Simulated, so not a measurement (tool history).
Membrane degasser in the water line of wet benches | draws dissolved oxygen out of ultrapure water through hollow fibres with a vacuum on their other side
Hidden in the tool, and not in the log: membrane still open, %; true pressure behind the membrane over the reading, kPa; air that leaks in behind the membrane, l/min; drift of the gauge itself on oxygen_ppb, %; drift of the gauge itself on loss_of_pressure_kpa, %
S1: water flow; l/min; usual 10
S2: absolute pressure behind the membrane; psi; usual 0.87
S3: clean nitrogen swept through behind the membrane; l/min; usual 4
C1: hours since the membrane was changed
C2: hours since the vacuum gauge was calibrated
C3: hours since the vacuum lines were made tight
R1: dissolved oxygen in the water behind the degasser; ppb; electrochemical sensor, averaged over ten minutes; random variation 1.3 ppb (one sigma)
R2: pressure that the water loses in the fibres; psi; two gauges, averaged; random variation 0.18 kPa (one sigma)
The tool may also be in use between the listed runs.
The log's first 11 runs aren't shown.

| run | hour | S1 | S2 | S3 | C1 | C2 | C3 | R1 | R2 |
|---|---|---|---|---|---|---|---|---|---|
| 12 | 642.9 | 8 | 0.87 | 4 | 3319 | 713 | 6768 | 94.8 | 3.716 |
| 13 | 711.6 | 8 | 0.87 | 4 | 3388 | 782 | 6837 | 95.6 | 3.742 |
| 14 | 761.4 | 8 | 0.87 | 4 | 3438 | 831 | 6887 | 95.8 | 3.707 |
| 15 | 830.9 | 8 | 0.87 | 4 | 3507 | 901 | 6956 | 96.2 | 3.741 |
| 16 | 906.8 | 8 | 0.87 | 3.3 | 3583 | 977 | 7032 | 100.7 | 3.685 |
| 17 | 946.2 | 8 | 0.87 | 3.3 | 3623 | 1016 | 7072 | 97.8 | 3.752 |
| 18 | 1022.5 | 10 | 0.87 | 1.97 | 3699 | 1092 | 7148 | 155 | 4.648 |
| 19 | 1087.4 | 9 | 0.806 | 7.44 | 3764 | 1157 | 7213 | 108.2 | 4.251 |
| 20 | 1153.3 | 9 | 0.806 | 7.44 | 3830 | 1223 | 7279 | 110.6 | 4.19 |
|  | 1161.8 | vacuum gauge calibrated |
| 21 | 1238.2 | 10 | 1.32 | 1.69 | 3914 | 76 | 7363 | 210.9 | 4.667 |
| 22 | 1307.3 | 10 | 0.79 | 7.07 | 3983 | 145 | 7432 | 129.8 | 4.64 |
| 23 | 1344 | 10 | 0.79 | 7.07 | 4020 | 182 | 7469 | 133.7 | 4.672 |
|  | 1359.2 | vacuum gauge calibrated, once more |
| 24 | 1427.4 | 11 | 0.854 | 11.47 | 4103 | 68 | 7552 | 154 | 5.118 |
| 25 | 1504.7 | 9 | 0.912 | 4 | 4180 | 146 | 7629 | 121.7 | 4.251 |
| 26 | 1570.3 | 10 | 1.263 | 4 | 4246 | 211 | 7695 | 157.1 | 4.664 |
| 27 | 1632.3 | 10 | 1.263 | 4 | 4308 | 273 | 7757 | 158.8 | 4.714 |
| 28 | 1691.8 | 8 | 1.263 | 4 | 4367 | 333 | 7816 | 111.2 | 3.732 |
| 29 | 1744 | 8 | 1.263 | 4 | 4420 | 385 | 7868 | 113.2 | 3.752 |
|  | 1752.5 | seals of the vacuum lines changed |
| 30 | 1792.6 | 8 | 1.263 | 4 | 4466 | 431 | 40 | 109.5 | 3.749 |
| 31 | 1859.9 | 7 | 0.627 | 2.13 | 4533 | 499 | 107 | 74.1 | 3.292 |
| 32 | 1933.4 | 16 | 0.627 | 9.56 | 4607 | 572 | 181 | 274.7 | 7.498 |

3 ways to go on from here, each from the tool as it stands after run 32. What would each give?
| A | 1998.6 | 10 | 0.822 | 3.49 | 4672 | 637 | 246 | ? | ? |
| B | 1998.6 | 9 | 0.627 | 8.39 | 4672 | 637 | 246 | ? | ? |
| C | 1998.6 | 16 | 0.627 | 7.72 | 4672 | 637 | 246 | ? | ? |

| run | R1 | R2 |
|---|---|---|
| A | 145.2 | 4.693 |
| B | 107.8 | 4.203 |
| C | 274.3 | 7.564 |
Without the tool's hidden state the same runs would have given:
| run | R1 | R2 |
|---|---|---|
| A | 128 | 4.537 |
| B | 93.1 | 4.061 |
| C | 244.3 | 7.311 |
